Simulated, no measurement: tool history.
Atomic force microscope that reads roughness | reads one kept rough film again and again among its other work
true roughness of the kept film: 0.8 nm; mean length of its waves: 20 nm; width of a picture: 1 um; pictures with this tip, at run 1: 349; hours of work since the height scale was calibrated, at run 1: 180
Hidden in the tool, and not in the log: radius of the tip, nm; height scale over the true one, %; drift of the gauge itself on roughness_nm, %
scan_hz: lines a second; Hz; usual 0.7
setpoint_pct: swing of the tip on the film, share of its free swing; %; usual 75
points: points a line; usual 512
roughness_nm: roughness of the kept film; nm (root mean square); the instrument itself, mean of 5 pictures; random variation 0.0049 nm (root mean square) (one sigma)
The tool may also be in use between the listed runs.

run,hour,scan_hz,setpoint_pct,points,pictures with this tip,hours of work since the height scale was calibrated,roughness_nm
1,0,0.7,75,512,349,180,0.729
# hour 2.7: new tip fitted
2,7.1,0.7,65,512,6,185,0.736
3,13.5,0.7,75,575,15,189,0.732
4,20.1,0.7,75,575,25,194,0.731
5,25.4,0.7,75,575,32,197,0.735
6,33.5,0.7,75,512,44,203,0.729
7,39.1,0.7,75,512,52,207,0.733
8,46,0.7,75,512,62,212,0.735
9,53.5,0.7,68,512,73,217,0.743
10,58,0.7,75,512,79,220,0.732
11,63.7,0.7,75,512,87,224,0.736
12,72,0.7,75,512,99,230,0.73
13,79.1,0.7,75,512,109,235,0.726
14,85.9,0.7,75,512,119,239,0.728
15,94.1,0.7,75,512,131,245,0.727
16,103.7,0.7,75,512,145,252,0.729
17,112.1,0.7,75,512,157,258,0.72
18,122.2,0.7,75,788,171,265,0.734
19,129.3,0.7,75,788,182,270,0.736
20,135.6,0.7,75,788,191,274,0.734
21,142.2,3.679,75,512,200,279,0.613
22,148.1,3.679,75,512,208,283,0.618
23,157.9,0.7,75,729,223,289,0.727
24,166.5,0.7,75,372,235,295,0.721
25,176.5,0.7,75,512,249,302,0.728
26,186,0.632,75,512,263,309,0.737
27,191,0.7,86,512,270,312,0.702

Forecast run 28:
28,200.5,0.7,72,258,284,319,?

Run 28 gave roughness_nm 0.715 nm (root mean square).
Without the tool's hidden state the same run would have given roughness_nm 0.717 nm (root mean square).
